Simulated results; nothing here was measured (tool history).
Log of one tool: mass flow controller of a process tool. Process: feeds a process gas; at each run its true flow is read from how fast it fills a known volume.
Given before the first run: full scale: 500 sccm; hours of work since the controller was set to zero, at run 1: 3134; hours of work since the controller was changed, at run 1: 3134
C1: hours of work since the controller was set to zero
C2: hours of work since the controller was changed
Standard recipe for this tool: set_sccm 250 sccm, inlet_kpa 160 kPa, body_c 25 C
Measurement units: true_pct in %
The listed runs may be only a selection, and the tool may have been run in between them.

Run 1, hour 0.0: usual settings; C1 3134; C2 3134. Result: true_pct 95.61 %.
Run 2, hour 93.5: usual settings; C1 3199; C2 3199. Result: true_pct 95.82 %.
Run 3, hour 156.1: usual settings but set_sccm 279 sccm; C1 3242; C2 3242. Result: true_pct 95.92 %.
Run 4, hour 263.8: usual settings; C1 3317; C2 3317. Result: true_pct 95.60 %.
Run 5, hour 362.7: usual settings; C1 3386; C2 3386. Result: true_pct 95.58 %.
Run 6, hour 477.8: usual settings; C1 3466; C2 3466. Result: true_pct 95.43 %.
Run 7, hour 549.0: usual settings; C1 3516; C2 3516. Result: true_pct 95.41 %.
Run 8, hour 662.9: usual settings; C1 3595; C2 3595. Result: true_pct 95.27 %.
Run 9, hour 776.0: usual settings but body_c 38 C; C1 3674; C2 3674. Result: true_pct 93.93 %.
Run 10, hour 832.2: usual settings but body_c 38 C; C1 3713; C2 3713. Result: true_pct 93.81 %.
Run 11, hour 948.2: usual settings but body_c 38 C; C1 3794; C2 3794. Result: true_pct 93.92 %.
Run 12, hour 1050.2: usual settings but body_c 38 C; C1 3865; C2 3865. Result: true_pct 93.73 %.
Run 13, hour 1120.0: usual settings; C1 3913; C2 3913. Result: true_pct 95.27 %.
Run 14, hour 1237.0: usual settings but body_c 33 C; C1 3995; C2 3995. Result: true_pct 94.32 %.
Run 15, hour 1294.6: usual settings but body_c 24 C; C1 4035; C2 4035. Result: true_pct 95.22 %.
Run 16, hour 1357.1: usual settings but body_c 24 C; C1 4078; C2 4078. Result: true_pct 95.23 %.
Run 17, hour 1415.6: usual settings but set_sccm 51 sccm; C1 4119; C2 4119. Result: true_pct 88.01 %.
Run 18, hour 1511.9: usual settings but set_sccm 51 sccm; C1 4186; C2 4186. Result: true_pct 87.76 %.
Run 19, hour 1593.7: usual settings but set_sccm 51 sccm; C1 4243; C2 4243. Result: true_pct 87.67 %.
Run 20, hour 1671.8: usual settings; C1 4297; C2 4297. Result: true_pct 94.96 %.
Run 21, hour 1779.7: usual settings; C1 4372; C2 4372. Result: true_pct 94.92 %.
Run 22, hour 1880.1: usual settings; C1 4442; C2 4442. Result: true_pct 94.92 %.
Run 23, hour 1996.4: usual settings; C1 4523; C2 4523. Result: true_pct 94.88 %.
Run 24, hour 2075.4: usual settings; C1 4578; C2 4578. Result: true_pct 94.77 %.
Run 25, hour 2134.5: usual settings but set_sccm 258 sccm, inlet_kpa 176 kPa, body_c 27 C; C1 4619; C2 4619. Result: true_pct 94.85 %.
At hour 2144.1: controller's zero set anew.
Run 26, hour 2250.3: usual settings but set_sccm 67 sccm, inlet_kpa 149 kPa, body_c 27 C; C1 74; C2 4699. Result: true_pct 84.80 %.
Run 27, hour 2311.9: usual settings but set_sccm 245 sccm, inlet_kpa 149 kPa, body_c 27 C; C1 117; C2 4742. Result: true_pct 93.26 %.
Run 28, hour 2377.9: usual settings but set_sccm 122 sccm, inlet_kpa 250 kPa, body_c 33 C; C1 163; C2 4788. Result: true_pct 89.71 %.
At hour 2388.6: controller's zero set anew, once more.
Run 29, hour 2490.4: usual settings but set_sccm 135 sccm, inlet_kpa 222 kPa, body_c 37 C; C1 71; C2 4866. Result: true_pct 94.62 %.
Run 30, hour 2594.0: usual settings but set_sccm 135 sccm, inlet_kpa 206 kPa, body_c 37 C; C1 143; C2 4938. Result: true_pct 94.41 %.
Run 31, hour 2661.8: usual settings but inlet_kpa 155 kPa, body_c 21 C; C1 190; C2 4985. Result: true_pct 96.61 %.
Run 32, hour 2756.7: usual settings but set_sccm 426 sccm, inlet_kpa 174 kPa; C1 256; C2 5051. Result: true_pct 97.44 %.
Run 33, hour 2830.7: usual settings but set_sccm 77 sccm, inlet_kpa 181 kPa, body_c 21 C; C1 308; C2 5103. Result: true_pct 95.32 %.

Run 34 is up next; what results do you expect?
Run 34, hour 2904.7: usual settings but set_sccm 77 sccm, inlet_kpa 181 kPa, body_c 21 C; C1 359; C2 5154. Result: true_pct ?.

true_pct: 95.18 %
Take away the tool's hidden state, keep the run-to-run variation as it was, and the same run would have given true_pct 97.66 %.

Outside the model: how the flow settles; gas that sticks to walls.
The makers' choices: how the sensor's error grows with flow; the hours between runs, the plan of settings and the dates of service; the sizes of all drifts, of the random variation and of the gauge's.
